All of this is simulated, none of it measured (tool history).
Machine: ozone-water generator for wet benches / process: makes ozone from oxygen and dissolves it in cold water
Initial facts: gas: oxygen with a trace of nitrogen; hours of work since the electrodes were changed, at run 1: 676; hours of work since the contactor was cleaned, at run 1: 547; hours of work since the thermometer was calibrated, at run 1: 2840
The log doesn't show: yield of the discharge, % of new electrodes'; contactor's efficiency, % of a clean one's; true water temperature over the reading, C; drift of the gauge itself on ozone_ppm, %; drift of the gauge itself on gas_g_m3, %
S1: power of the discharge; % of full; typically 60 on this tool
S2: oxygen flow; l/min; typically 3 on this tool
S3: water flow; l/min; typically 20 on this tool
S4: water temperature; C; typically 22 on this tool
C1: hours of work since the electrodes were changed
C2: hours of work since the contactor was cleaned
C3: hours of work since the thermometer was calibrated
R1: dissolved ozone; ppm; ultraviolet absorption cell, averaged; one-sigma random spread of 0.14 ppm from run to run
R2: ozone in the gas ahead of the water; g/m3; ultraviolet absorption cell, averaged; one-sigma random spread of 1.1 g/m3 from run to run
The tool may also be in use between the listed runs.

run	day	S1	S2	S3	S4	C1	C2	C3	R1	R2
1	0	60	3	20	22	676	547	2840	15.4	186.7
2	2.946	60	3	20	22	731	601	2895	15.2	185.7
3	6.008	60	3	20	22	787	658	2951	15.3	185.9
4	10.062	60	3	20	22	862	732	3026	15.1	184.7
5	12.721	60	3	20	22	911	781	3075	15.2	182.7
# day 13.217: contactor cleaned
6	16.946	60	3	20	22	986	69	3149	15	183.2
7	19.171	60	3	20	22	1027	110	3190	14.8	182.2
# day 20.475: contactor cleaned, once more
8	23.817	60	3	20	22	1109	62	3273	15	181.9
9	27.388	60	3	20	22	1175	127	3339	14.6	180.2
10	30.633	60	3	25	22	1235	187	3399	12	180.8
11	33.292	60	3	31	22	1284	236	3447	9.7	181.1
12	37.658	60	3	31	22	1364	317	3528	9.6	180.7
13	41.583	56	3	30	22	1436	389	3600	9.3	170.6
14	44.004	99	3	30	22	1481	433	3645	13.9	256.7
15	48.571	41	3.15	30	22	1565	518	3729	7.4	132.1
16	51.658	41	3.15	30	22	1622	575	3786	7.5	133.6
17	54.05	47	1.63	21	27	1666	619	3830	10.2	213
18	56.175	60	3	20	16	1705	658	3869	15.2	177.5

Branching from run 18: 4 alternative next runs. What would each branch give?
A	59.971	51	3	12	14	1775	728	3939	?	?
B	59.971	60	3	20	20	1775	728	3939	?	?
C	59.971	60	3	20	26	1775	728	3939	?	?
D	59.971	60	3	20	30	1775	728	3939	?	?

run	R1	R2
A	21.6	159
B	15	177
C	14	174.8
D	13.1	176.1
With no hidden state in the tool, these same runs would have given:
run	R1	R2
A	23.8	172
B	16.8	193.9
C	15.7	191.5
D	14.7	192.8
